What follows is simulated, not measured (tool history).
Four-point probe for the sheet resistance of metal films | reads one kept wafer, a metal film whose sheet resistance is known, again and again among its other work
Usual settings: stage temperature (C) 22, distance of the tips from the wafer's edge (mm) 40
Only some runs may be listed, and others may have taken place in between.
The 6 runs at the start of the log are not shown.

run,hour,stage temperature (C),distance of the tips from the wafer's edge (mm),sheet resistance as the instrument gives it (ohm/square)
7,644.5,22,40,0.178143
8,705.7,22,9,0.179279
9,808.8,22,40,0.178131
10,920.5,25,40,0.177817
11,1031.5,25,40,0.177836
12,1152.9,25,40,0.177845
13,1247.6,25,40,0.17784
14,1345.7,25,40,0.177868
15,1455.4,25,40,0.177933
16,1534.4,25,40,0.177876
17,1597.6,19,35,0.178485
18,1716.6,32,11,0.177911
19,1844.5,25,6,0.180446
20,1940.9,20,28,0.178474
21,2050.7,22,3,0.188066
22,2173,23,70,0.17805
# hour 2207.4: stage's thermometer calibrated
23,2281,23,70,0.178035
24,2370.3,23,70,0.178029
25,2432.4,23,70,0.178028
26,2535.5,27,45,0.177675
27,2660.6,27,45,0.177652
28,2726.1,26,9,0.178919
29,2832,26,9,0.178887
30,2946.4,20,6,0.181025
31,3060.1,26,20,0.177956

What if the next run were any one of these 5? Each begins from the tool's condition after run 31:
A,3117.9,21,73,?
B,3117.9,29,3,?
C,3117.9,23,4,?
D,3117.9,35,9,?
E,3117.9,26,8,?

run,sheet resistance as the instrument gives it (ohm/square)
A,0.178237
B,0.187359
C,0.183781
D,0.177961
E,0.179205
Had the tool no hidden state, the same runs would have come out as:
run,sheet resistance as the instrument gives it (ohm/square)
A,0.178229
B,0.187351
C,0.183773
D,0.177953
E,0.179197
